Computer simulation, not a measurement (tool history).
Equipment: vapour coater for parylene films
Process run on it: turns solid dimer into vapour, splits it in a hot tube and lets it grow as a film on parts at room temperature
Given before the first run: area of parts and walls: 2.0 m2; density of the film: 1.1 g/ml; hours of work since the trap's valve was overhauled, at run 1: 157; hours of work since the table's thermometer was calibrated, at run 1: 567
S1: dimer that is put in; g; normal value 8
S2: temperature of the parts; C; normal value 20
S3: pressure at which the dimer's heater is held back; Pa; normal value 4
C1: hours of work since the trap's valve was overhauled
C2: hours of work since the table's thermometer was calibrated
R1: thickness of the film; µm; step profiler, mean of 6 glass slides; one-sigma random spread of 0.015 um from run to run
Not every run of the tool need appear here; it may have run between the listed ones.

run	hour	S1	S2	S3	C1	C2	R1
1	0	8	20	4	157	567	2.36
2	17.9	8	20	4	171	581	2.36
3	58	8	20	11.26	204	614	2.04
4	86.7	8	20	11.26	227	637	2.03
5	122.8	8	20	11.26	257	667	2.05
6	150.7	8	20	4	279	689	2.31
7	173.4	8	20	4	298	708	2.33
8	208.6	8	20	4	326	736	2.32
9	227	8	20	4	341	751	2.33
10	245.7	8	20	4	356	767	2.28
11	269.4	8	20	3.16	376	786	2.38
12	304.5	8	20	3.16	404	814	2.35
13	322.9	8	20	4	419	829	2.3
14	355.3	8	12	4	446	856	2.86
15	380.8	8	12	4	466	876	2.85
16	397.8	9	14	2.33	480	890	3.26
# hour 405.4: trap's valve overhauled
17	419.1	9	14	2.33	11	904	3.44
18	457.9	5	16	6.11	43	936	1.58
19	493.7	10	20	6.51	72	965	2.78
20	524.2	10	29	6.65	97	990	2.12
21	547	5	13	2.98	115	1008	1.89
22	573.9	5	13	2.98	137	1030	1.88
23	602.6	8	20	8.11	160	1053	2.13
# hour 632.4: table's thermometer calibrated
24	637	6	20	2.89	187	4	1.87
25	671	5	26	9.29	215	31	1.11
26	709.4	6	15	2.43	246	63	2.21
27	748.1	6	15	2.43	278	94	2.19
28	770.4	6	14	2.16	296	112	2.3

Here are 5 independent what-if runs from the current tool condition. What would each one return?
A	788.6	6	23	2.16	311	127	?
B	788.6	8	26	4	311	127	?
C	788.6	10	15	6.77	311	127	?
D	788.6	4	16	4.94	311	127	?
E	788.6	8	21	4	311	127	?

run	R1
A	1.75
B	2.01
C	3.17
D	1.27
E	2.28
Without the tool's hidden state the same runs would have given:
run	R1
A	1.83
B	2.09
C	3.31
D	1.32
E	2.38
